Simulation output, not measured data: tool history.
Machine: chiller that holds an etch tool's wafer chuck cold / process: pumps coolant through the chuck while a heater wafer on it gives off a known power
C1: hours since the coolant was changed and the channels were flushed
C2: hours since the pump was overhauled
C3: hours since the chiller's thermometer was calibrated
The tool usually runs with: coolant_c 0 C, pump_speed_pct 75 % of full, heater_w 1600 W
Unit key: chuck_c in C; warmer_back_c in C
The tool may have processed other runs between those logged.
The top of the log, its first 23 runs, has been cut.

Run 24, hour 552.1: usual settings but coolant_c 1 C, pump_speed_pct 88 % of full, heater_w 2191 W; C1 4667; C2 237; C3 1032. Result: chuck_c 25.2 C, warmer_back_c 8.88 C.
Run 25, hour 572.2: usual settings but coolant_c -7 C, pump_speed_pct 96 % of full, heater_w 849 W; C1 4687; C2 257; C3 1052. Result: chuck_c 1.5 C, warmer_back_c 3.08 C.
Run 26, hour 598.1: usual settings but coolant_c -7 C, pump_speed_pct 96 % of full, heater_w 849 W; C1 4713; C2 283; C3 1078. Result: chuck_c 1.8 C, warmer_back_c 3.11 C.
Run 27, hour 626.1: usual settings but pump_speed_pct 73 % of full, heater_w 1163 W; C1 4741; C2 311; C3 1106. Result: chuck_c 15.2 C, warmer_back_c 5.81 C.
Run 28, hour 653.6: usual settings but pump_speed_pct 73 % of full, heater_w 1163 W; C1 4768; C2 339; C3 1133. Result: chuck_c 15 C, warmer_back_c 5.73 C.
Run 29, hour 679.8: usual settings but pump_speed_pct 86 % of full, heater_w 1334 W; C1 4795; C2 365; C3 1160. Result: chuck_c 15.1 C, warmer_back_c 5.53 C.
Run 30, hour 695.8: usual settings but coolant_c -7 C, pump_speed_pct 74 % of full, heater_w 1713 W; C1 4811; C2 381; C3 1176. Result: chuck_c 15.1 C, warmer_back_c 8.44 C.
Run 31, hour 714.4: usual settings but coolant_c 7 C, pump_speed_pct 74 % of full, heater_w 808 W; C1 4829; C2 400; C3 1194. Result: chuck_c 17.6 C, warmer_back_c 3.96 C.

4 ways to go on from here, each from the tool as it stands after run 31. What would each give?
Run A, hour 736.3: usual settings but coolant_c 3 C, pump_speed_pct 68 % of full; C1 4851; C2 422; C3 1216. Result: chuck_c ?, warmer_back_c ?.
Run B, hour 736.3: usual settings but coolant_c 7 C, pump_speed_pct 67 % of full, heater_w 1024 W; C1 4851; C2 422; C3 1216. Result: chuck_c ?, warmer_back_c ?.
Run C, hour 736.3: usual settings but pump_speed_pct 98 % of full, heater_w 1822 W; C1 4851; C2 422; C3 1216. Result: chuck_c ?, warmer_back_c ?.
Run D, hour 736.3: usual settings but coolant_c -6 C, heater_w 2096 W; C1 4851; C2 422; C3 1216. Result: chuck_c ?, warmer_back_c ?.

run  chuck_c  warmer_back_c
  A     25.4           8.64
  B     21.5           5.64
  C     18.3           6.53
  D     20.7          10.17
With no hidden state in the tool, these same runs would have given:
run  chuck_c  warmer_back_c
  A     23.1           8.59
  B     20.1            5.6
  C     16.4           6.49
  D       18          10.11
